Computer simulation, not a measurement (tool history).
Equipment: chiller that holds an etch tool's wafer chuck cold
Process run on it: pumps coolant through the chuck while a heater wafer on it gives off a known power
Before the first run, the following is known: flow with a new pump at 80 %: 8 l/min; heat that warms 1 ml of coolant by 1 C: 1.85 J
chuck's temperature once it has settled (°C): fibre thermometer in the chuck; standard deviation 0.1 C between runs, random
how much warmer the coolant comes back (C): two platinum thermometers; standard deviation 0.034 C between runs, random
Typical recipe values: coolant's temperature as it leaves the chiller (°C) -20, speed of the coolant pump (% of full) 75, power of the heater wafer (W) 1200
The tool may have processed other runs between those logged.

run    hour  coolant's temperature as it leaves the chiller (°C)  speed of the coolant pump (% of full)  power of the heater wafer (W)  chuck's temperature once it has settled (°C)  how much warmer the coolant comes back (C)
  1       0                                                  -20                                     75                           1200                                          -8.9                                        5.29
         16  -- chiller's thermometer calibrated
  2    43.1                                                  -20                                     75                           1010                                         -11.3                                        4.43
  3    89.3                                                  -20                                     71                           1200                                          -8.9                                         5.7
  4   148.5                                                  -20                                     71                           1200                                          -8.8                                        5.65
  5   216.4                                                  -20                                     71                           1200                                          -8.8                                        5.63
  6   250.9                                                  -12                                     71                           1200                                          -0.9                                        5.72
  7   316.7                                                  -20                                     65                           1200                                          -7.8                                        6.21
  8   376.4                                                  -20                                     75                           1200                                          -9.3                                        5.29
  9   431.3                                                  -19                                     75                           1200                                          -8.2                                        5.27
 10   502.2                                                  -19                                     75                           1200                                          -8.4                                        5.32
 11   547.6                                                  -19                                     75                           1200                                            -8                                        5.31
 12   589.5                                                  -20                                     65                           1200                                          -7.8                                        6.28
 13   665.3                                                  -20                                     65                           1200                                          -7.6                                        6.27
 14     704                                                  -16                                     69                            606                                         -10.1                                        2.97
 15   760.9                                                  -10                                     78                           1200                                           0.4                                        5.11
 16   838.6                                                  -22                                     78                           1061                                         -12.7                                        4.49
 17   878.2                                                  -22                                     78                           1061                                         -12.5                                        4.56
 18   939.2                                                  -22                                     78                           1061                                         -12.6                                        4.56
 19   980.5                                                  -20                                     65                            971                                          -9.9                                        5.11
 20  1043.2                                                  -26                                     66                            844                                         -17.1                                        4.37
     1118.8  -- coolant changed, channels flushed
 21  1121.1                                                  -24                                     90                            894                                         -18.1                                         3.3
 22  1195.7                                                  -27                                     75                           1200                                         -17.6                                        5.39
 23  1270.7                                                  -27                                     75                           1200                                         -17.5                                        5.36
 24  1347.8                                                  -27                                     75                           1200                                         -17.6                                        5.44
 25  1425.9                                                  -25                                     62                            801                                         -17.4                                         4.5
 26  1481.3                                                  -25                                     62                            801                                         -17.4                                        4.47

For each run, the measured value with the value that run would have given without the tool's hidden condition subtracted. The run-to-run variation is shared by both, the gauge scatter possibly not:
What the log doesn't record here: heat passed by the chuck's channels, % of clean ones'; flow at a given pump speed, % of a new pump's; coolant's true temperature over the reading, C; drift of the gauge itself on chuck_c, C; drift of the gauge itself on warmer_back_c, C.
run  chuck's temperature once it has settled (°C)  how much warmer the coolant comes back (C)
  1                                          +2.1                                       +0.03
  2                                          +1.3                                       +0.03
  3                                          +1.6                                       +0.05
  4                                          +1.6                                       +0.05
  5                                          +1.7                                       +0.06
  6                                          +1.7                                       +0.07
  7                                          +1.8                                       +0.07
  8                                          +1.7                                       +0.07
  9                                          +1.7                                       +0.07
 10                                          +1.7                                       +0.08
 11                                          +1.8                                       +0.08
 12                                            +2                                       +0.11
 13                                          +2.1                                       +0.11
 14                                            +1                                       +0.05
 15                                          +1.8                                        +0.1
 16                                          +1.6                                       +0.09
 17                                          +1.7                                        +0.1
 18                                          +1.7                                        +0.1
 19                                          +1.8                                       +0.12
 20                                          +1.6                                        +0.1
 21                                          +0.3                                       +0.08
 22                                          +0.4                                       +0.14
 23                                          +0.4                                       +0.14
 24                                          +0.4                                       +0.15
 25                                          +0.4                                       +0.14
 26                                          +0.4                                       +0.14
